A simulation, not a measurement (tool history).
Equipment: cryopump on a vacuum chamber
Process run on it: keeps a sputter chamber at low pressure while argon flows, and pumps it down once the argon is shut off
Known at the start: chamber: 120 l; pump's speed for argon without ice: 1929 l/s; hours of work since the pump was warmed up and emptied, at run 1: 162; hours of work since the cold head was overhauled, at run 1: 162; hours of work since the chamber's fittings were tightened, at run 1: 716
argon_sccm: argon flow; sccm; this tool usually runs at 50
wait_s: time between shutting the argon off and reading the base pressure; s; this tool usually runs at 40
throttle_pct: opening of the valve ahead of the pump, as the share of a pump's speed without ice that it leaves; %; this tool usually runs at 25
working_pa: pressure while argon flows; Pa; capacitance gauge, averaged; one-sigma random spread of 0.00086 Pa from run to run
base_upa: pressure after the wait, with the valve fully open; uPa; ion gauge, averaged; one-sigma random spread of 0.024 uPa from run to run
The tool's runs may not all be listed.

run,hour,argon_sccm,wait_s,throttle_pct,hours of work since the pump was warmed up and emptied,hours of work since the cold head was overhauled,hours of work since the chamber's fittings were tightened,working_pa,base_upa
1,0.0,50,40,25,162,162,716,0.1766,1.02
2,17.2,50,40,26,174,174,728,0.1699,1.01
3,33.6,50,40,26,185,185,740,0.1728,1.00
4,43.3,50,40,26,192,192,747,0.1716,1.02
5,60.1,50,40,25,204,204,759,0.1782,1.06
6,77.1,50,40,25,216,216,771,0.1785,1.06
7,93.3,50,40,25,228,228,782,0.1781,1.07
8,101.1,50,40,25,233,233,788,0.1790,1.05
9,117.2,50,40,25,244,244,799,0.1800,1.04
10,131.2,50,40,25,254,254,809,0.1799,1.09
11,140.2,31,87,15,261,261,815,0.1852,0.64
12,149.3,28,25,15,267,267,822,0.1655,1.46
13,157.0,41,22,24,273,273,827,0.1546,1.63
14,172.5,41,22,24,284,284,838,0.1531,1.63
15,182.4,50,188,60,291,291,845,0.0759,0.47
16,192.6,50,188,60,298,298,852,0.0787,0.49
17,206.2,50,188,60,307,307,862,0.0779,0.49

Measured minus without-hidden-state, run by run (identical run-to-run variation in each term; gauge scatter may differ):
Hidden state present: pump's speed, % of a pump's without ice; cold plate's temperature, K; leak into the chamber, uPa l/s; drift of the gauge itself on working_pa, %; drift of the gauge itself on base_upa, %.
run,working_pa,base_upa
1,+0.0025,+0.13
2,+0.0027,+0.13
3,+0.0029,+0.14
4,+0.0030,+0.14
5,+0.0032,+0.15
6,+0.0034,+0.15
7,+0.0036,+0.15
8,+0.0038,+0.15
9,+0.0040,+0.15
10,+0.0041,+0.16
11,+0.0026,+0.16
12,+0.0024,+0.16
13,+0.0036,+0.15
14,+0.0038,+0.16
15,+0.0048,+0.17
16,+0.0049,+0.17
17,+0.0051,+0.17
